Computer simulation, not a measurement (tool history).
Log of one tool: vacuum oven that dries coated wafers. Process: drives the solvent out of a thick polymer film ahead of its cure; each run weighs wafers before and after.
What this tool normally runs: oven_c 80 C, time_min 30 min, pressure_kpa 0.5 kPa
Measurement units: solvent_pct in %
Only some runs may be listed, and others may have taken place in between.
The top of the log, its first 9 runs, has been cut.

run 10 day=6.642 | oven_c=80 time_min=30 pressure_kpa=0.5 | solvent_pct=1.88
run 11 day=7.212 | oven_c=80 time_min=41 pressure_kpa=0.5 | solvent_pct=1.02
run 12 day=7.758 | oven_c=80 time_min=41 pressure_kpa=0.5 | solvent_pct=1.07
run 13 day=8.325 | oven_c=80 time_min=32 pressure_kpa=0.5 | solvent_pct=1.77
run 14 day=8.904 | oven_c=80 time_min=30 pressure_kpa=0.5 | solvent_pct=2.07
run 15 day=9.596 | oven_c=80 time_min=30 pressure_kpa=0.316 | solvent_pct=1.93
run 16 day=10.2 | oven_c=80 time_min=30 pressure_kpa=0.316 | solvent_pct=1.82
run 17 day=11.271 | oven_c=79 time_min=17 pressure_kpa=0.423 | solvent_pct=5.27
run 18 day=12.258 | oven_c=73 time_min=29 pressure_kpa=0.547 | solvent_pct=3.77
run 19 day=12.692 | oven_c=67 time_min=29 pressure_kpa=0.315 | solvent_pct=5.44
run 20 day=13.292 | oven_c=67 time_min=22 pressure_kpa=0.262 | solvent_pct=7.26
run 21 day=13.767 | oven_c=80 time_min=30 pressure_kpa=0.337 | solvent_pct=1.84
run 22 day=14.367 | oven_c=84 time_min=30 pressure_kpa=1.878 | solvent_pct=2.07
run 23 day=14.846 | oven_c=80 time_min=47 pressure_kpa=1.996 | solvent_pct=1.61
run 24 day=15.696 | oven_c=80 time_min=30 pressure_kpa=0.304 | solvent_pct=1.82
run 25 day=16.575 | oven_c=81 time_min=15 pressure_kpa=1.376 | solvent_pct=6.05
run 26 day=17.317 | oven_c=73 time_min=38 pressure_kpa=1.737 | solvent_pct=3.35
run 27 day=17.925 | oven_c=73 time_min=54 pressure_kpa=0.431 | solvent_pct=1.27
run 28 day=18.492 | oven_c=80 time_min=30 pressure_kpa=1.618 | solvent_pct=2.57
run 29 day=19.196 | oven_c=67 time_min=30 pressure_kpa=0.5 | solvent_pct=5.4
run 30 day=19.708 | oven_c=67 time_min=30 pressure_kpa=0.5 | solvent_pct=5.29

Below are 4 alternative next runs, each starting from the tool's condition after run 30. Predict each:
run A day=20.325 | oven_c=84 time_min=39 pressure_kpa=0.5 | solvent_pct=?
run B day=20.325 | oven_c=88 time_min=29 pressure_kpa=0.424 | solvent_pct=?
run C day=20.325 | oven_c=82 time_min=30 pressure_kpa=0.5 | solvent_pct=?
run D day=20.325 | oven_c=68 time_min=21 pressure_kpa=0.993 | solvent_pct=?

run=A solvent_pct=0.74
run=B solvent_pct=0.91
run=C solvent_pct=1.49
run=D solvent_pct=7.5
With no hidden state in the tool, these same runs would have given:
run=A solvent_pct=0.72
run=B solvent_pct=0.89
run=C solvent_pct=1.47
run=D solvent_pct=7.46
